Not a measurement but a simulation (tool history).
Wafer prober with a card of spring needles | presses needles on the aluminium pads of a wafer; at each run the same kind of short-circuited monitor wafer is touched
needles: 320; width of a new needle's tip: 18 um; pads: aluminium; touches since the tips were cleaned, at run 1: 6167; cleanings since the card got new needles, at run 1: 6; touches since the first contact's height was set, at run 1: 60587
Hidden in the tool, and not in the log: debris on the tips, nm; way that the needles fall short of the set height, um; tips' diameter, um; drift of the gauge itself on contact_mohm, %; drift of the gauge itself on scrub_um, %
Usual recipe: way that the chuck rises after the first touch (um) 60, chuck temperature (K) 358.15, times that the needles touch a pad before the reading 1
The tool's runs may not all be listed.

run   hour  way that the chuck rises after the first touch (um)  chuck temperature (K)  times that the needles touch a pad before the reading  touches since the tips were cleaned  cleanings since the card got new needles  touches since the first contact's height was set  resistance of one needle with its contact and lead (mohm)  way that a needle slides on the pad (um)
  1      0                                                   60                 358.15                                                      1                                 6167                                         6                                             60587                                                        159                                     16.41
       8.5  -- tips cleaned on abrasive film
  2    9.8                                                   60                 358.15                                                      1                                  293                                         7                                             62857                                                        161                                      16.4
  3   18.3                                                   60                 358.15                                                      1                                 2286                                         7                                             64850                                                        160                                     16.36
  4   31.9                                                   60                 358.15                                                      1                                 5490                                         7                                             68054                                                        162                                     16.45
  5   39.6                                                   60                 358.15                                                      1                                 7299                                         7                                             69863                                                        159                                     16.34
      43.4  -- tips cleaned on abrasive film
  6   49.7                                                   60                 358.15                                                      1                                 1470                                         8                                             72200                                                        162                                     16.22
  7   56.3                                                   60                 358.15                                                      1                                 3015                                         8                                             73745                                                        162                                     16.36
  8   67.3                                                   60                 358.15                                                      1                                 5605                                         8                                             76335                                                        159                                     16.34
      77.9  -- tips cleaned on abrasive film
  9     81                                                   62                 325.15                                                      3                                  743                                         9                                             79534                                                        152                                     16.76
 10   93.7                                                   60                 358.15                                                      2                                 3705                                         9                                             82496                                                        160                                     16.33
 11  104.4                                                   74                 322.15                                                      1                                 6221                                         9                                             85012                                                        152                                     20.16
 12  110.5                                                   74                 322.15                                                      1                                 7651                                         9                                             86442                                                        155                                     20.06
     112.4  -- tips cleaned on abrasive film
 13  117.8                                                   74                 322.15                                                      1                                 1267                                        10                                             88132                                                        154                                     20.08
 14  125.4                                                   41                 304.15                                                      2                                 3057                                        10                                             89922                                                        157                                     11.13
 15  135.4                                                   41                 304.15                                                      2                                 5398                                        10                                             92263                                                        152                                     11.08
 16  142.3                                                   41                 304.15                                                      2                                 7015                                        10                                             93880                                                        156                                     11.09

Branching from run 16: 3 alternative next runs. What would each branch give?
     147.2  -- tips cleaned on abrasive film
  A  151.8                                                   66                 353.15                                                      1                                 1064                                        11                                             96083                                                          ?                                         ?
     147.2  -- tips cleaned on abrasive film
  B  151.8                                                   60                 358.15                                                      1                                 1064                                        11                                             96083                                                          ?                                         ?
     147.2  -- tips cleaned on abrasive film
  C  151.8                                                   60                 324.15                                                      1                                 1064                                        11                                             96083                                                          ?                                         ?

run  resistance of one needle with its contact and lead (mohm)  way that a needle slides on the pad (um)
  A                                                        158                                     17.76
  B                                                        159                                     16.17
  C                                                        155                                     16.18
Had the tool no hidden state, the same runs would have come out as:
run  resistance of one needle with its contact and lead (mohm)  way that a needle slides on the pad (um)
  A                                                        158                                     17.95
  B                                                        159                                     16.34
  C                                                        155                                     16.35
